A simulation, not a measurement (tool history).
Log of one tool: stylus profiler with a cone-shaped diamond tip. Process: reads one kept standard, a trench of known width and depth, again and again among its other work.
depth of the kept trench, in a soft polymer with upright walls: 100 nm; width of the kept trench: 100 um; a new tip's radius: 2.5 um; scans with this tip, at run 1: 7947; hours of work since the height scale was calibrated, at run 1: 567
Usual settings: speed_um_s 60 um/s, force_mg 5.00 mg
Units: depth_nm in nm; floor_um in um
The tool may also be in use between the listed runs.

run,hour,speed_um_s,force_mg,scans with this tip,hours of work since the height scale was calibrated,depth_nm,floor_um
1,0.0,60,5.00,7947,567,102.56,98.10
2,22.7,194,5.00,8185,584,102.51,97.62
3,43.3,194,5.00,8400,599,102.58,97.66
4,72.7,194,5.00,8708,621,102.58,97.59
5,93.0,194,5.00,8921,636,102.60,97.67
6,138.7,194,5.00,9400,671,102.57,97.56
7,157.9,194,5.00,9600,685,102.58,97.65
8,184.5,60,5.21,9880,705,102.63,98.05
9,212.0,60,5.21,10167,725,102.68,97.98
10,247.2,60,5.21,10537,752,102.68,98.02
11,276.9,60,5.21,10847,774,102.70,98.00
12,306.0,60,14.87,11152,796,105.11,98.04
13,344.7,60,5.00,11557,825,102.66,97.99
14,383.4,60,5.00,11963,854,102.65,97.97
15,420.4,84,5.00,12350,881,102.67,97.93
16,439.5,190,5.00,12550,895,102.66,97.55
17,477.9,190,5.00,12953,924,102.69,97.47
18,505.2,190,5.00,13238,945,102.68,97.50
# hour 521.3: height scale calibrated on a step standard
19,528.5,214,5.00,13478,5,102.26,97.45
20,554.4,214,5.00,13749,25,102.30,97.43
21,595.6,214,5.00,14180,55,102.30,97.40
22,636.8,60,2.00,14612,86,101.29,97.76
23,677.2,60,2.00,15035,117,101.26,97.76
24,717.7,60,2.00,15459,147,101.25,97.73
25,763.0,60,2.12,15934,181,101.34,97.71
26,792.4,60,2.12,16241,203,101.36,97.72
27,823.7,188,2.29,16569,226,101.41,97.09
28,855.4,161,8.87,16901,250,103.44,97.63
# hour 898.0: new tip fitted, height scale calibrated
29,899.3,27,7.82,14,1,103.00,98.53
30,934.8,60,14.09,386,28,104.50,98.53
31,972.0,60,14.09,775,55,104.59,98.48
32,1001.3,60,14.09,1083,77,104.53,98.47
33,1035.8,21,9.94,1444,103,103.58,98.51
34,1074.4,21,9.94,1849,132,103.63,98.48
35,1113.1,21,9.94,2254,161,103.64,98.49
36,1141.9,64,13.54,2555,182,104.48,98.34
37,1174.0,111,5.00,2892,206,102.26,98.17
38,1200.8,51,5.00,3172,226,102.34,98.30
39,1236.5,68,5.00,3546,253,102.36,98.26
40,1267.8,68,5.00,3874,276,102.34,98.18
41,1303.9,200,4.95,4252,303,102.32,97.77
42,1332.9,129,5.85,4556,325,102.61,98.02
43,1363.3,226,2.53,4874,348,101.54,97.39
44,1394.8,60,5.60,5204,371,102.56,98.25
45,1433.8,60,5.60,5613,400,102.57,98.23
46,1480.5,60,12.48,6102,435,104.34,98.26
47,1499.9,24,7.61,6305,450,103.17,98.34

3 ways to go on from here, each from the tool as it stands after run 47. What would each give?
A,1535.4,45,2.56,6677,476,?,?
B,1535.4,110,5.00,6677,476,?,?
C,1535.4,39,1.83,6677,476,?,?

run,depth_nm,floor_um
A,101.59,98.13
B,102.43,97.97
C,101.33,98.13
Without the tool's hidden state the same runs would have given:
run,depth_nm,floor_um
A,101.44,98.38
B,102.28,98.22
C,101.18,98.38

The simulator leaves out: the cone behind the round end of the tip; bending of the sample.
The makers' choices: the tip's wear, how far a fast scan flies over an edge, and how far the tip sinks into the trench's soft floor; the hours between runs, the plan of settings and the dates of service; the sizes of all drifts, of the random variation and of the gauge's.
